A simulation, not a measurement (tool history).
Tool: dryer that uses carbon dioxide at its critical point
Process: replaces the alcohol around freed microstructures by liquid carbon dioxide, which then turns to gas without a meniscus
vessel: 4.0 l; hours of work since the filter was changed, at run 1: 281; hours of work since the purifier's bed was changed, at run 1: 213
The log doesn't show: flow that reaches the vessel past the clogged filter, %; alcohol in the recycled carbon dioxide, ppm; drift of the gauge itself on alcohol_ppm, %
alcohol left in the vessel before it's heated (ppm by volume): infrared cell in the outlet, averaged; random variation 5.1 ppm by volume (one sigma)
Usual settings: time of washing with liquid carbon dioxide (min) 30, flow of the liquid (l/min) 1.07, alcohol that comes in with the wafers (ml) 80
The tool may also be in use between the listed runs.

run	hour	time of washing with liquid carbon dioxide (min)	flow of the liquid (l/min)	alcohol that comes in with the wafers (ml)	hours of work since the filter was changed	hours of work since the purifier's bed was changed	alcohol left in the vessel before it's heated (ppm by volume)
1	0	30	1.07	80	281	213	115
2	6.9	30	1.07	80	286	217	112
3	13.9	30	1.55	80	290	222	51
4	24.3	30	1.55	56	297	229	54
5	36.5	30	1.55	56	305	237	53
6	43.3	30	1.55	56	309	241	56
7	50.5	30	1.55	56	314	246	55
8	58.6	30	1.55	56	319	251	55
9	64.9	30	1.55	56	323	255	60
10	76.9	30	1.55	56	331	263	67
11	88.3	30	1.55	56	339	270	73
12	97.3	30	1.55	56	344	276	65
13	107.9	30	1.55	56	351	283	68
14	119.6	30	1.55	56	359	291	67
# hour 126.6: inlet filter changed
15	126.6	30	1.55	56	0	295	66
16	136.8	30	1.55	56	7	301	67
17	147.2	30	1.55	56	13	308	64
18	154.9	30	1.55	56	18	313	66
19	164.5	30	1.55	56	25	319	75
20	176.2	30	1.55	56	32	327	78
21	181.4	30	1.07	80	36	330	119
22	190.4	30	1.07	80	42	336	134
23	196.4	30	1.42	80	45	340	83
24	205.5	30	1.42	23	51	346	80
25	216.8	27	1.42	23	59	353	78
26	226	27	1.42	23	65	359	78
27	238.3	27	1.42	23	73	367	80
28	246.7	30	1.41	49	78	373	79
29	255.3	30	1.1	56	84	378	116
30	261.6	20	1.51	27	88	383	106
31	269.8	30	0.98	68	93	388	152
32	281.1	31	1.07	41	101	395	109
33	293.3	30	1.4	80	108	403	89
34	301	31	0.96	86	114	408	181
35	310.1	23	1.53	80	119	414	121
36	315.4	23	1.53	80	123	418	115
37	327.7	41	1.07	49	131	426	88
38	339.7	41	1.07	49	139	433	94
39	347.3	41	1.07	49	144	438	99
40	356.2	45	0.7	96	149	444	168
41	366.3	33	0.94	80	156	451	164
42	376.5	36	1.28	29	163	457	99
43	383.9	28	1.07	104	167	462	207
44	394.3	24	1.02	104	174	469	408
45	402.5	27	1.08	43	180	474	142
46	408	21	0.91	86	183	478	765
47	420.6	30	1.17	21	191	486	115

Some steps in alcohol left in the vessel before it's heated (ppm by volume) between neighbouring runs. How much of each would the tool show without its hidden state too (settings, what came in, random variation), and how much is left for the hidden state, with any gauge scatter that isn't in both results?
Run 44 -> 45: time of washing with liquid carbon dioxide (min) 24 -> 27, flow of the liquid (l/min) 1.02 -> 1.08, alcohol that comes in with the wafers (ml) 104 -> 43. alcohol left in the vessel before it's heated (ppm by volume) -266: hidden state -45, all else -221.
Run 45 -> 46: time of washing with liquid carbon dioxide (min) 27 -> 21, flow of the liquid (l/min) 1.08 -> 0.91, alcohol that comes in with the wafers (ml) 43 -> 86. alcohol left in the vessel before it's heated (ppm by volume) +623: hidden state +92, all else +531.
Run 46 -> 47: time of washing with liquid carbon dioxide (min) 21 -> 30, flow of the liquid (l/min) 0.91 -> 1.17, alcohol that comes in with the wafers (ml) 86 -> 21. alcohol left in the vessel before it's heated (ppm by volume) -650: hidden state -98, all else -552.

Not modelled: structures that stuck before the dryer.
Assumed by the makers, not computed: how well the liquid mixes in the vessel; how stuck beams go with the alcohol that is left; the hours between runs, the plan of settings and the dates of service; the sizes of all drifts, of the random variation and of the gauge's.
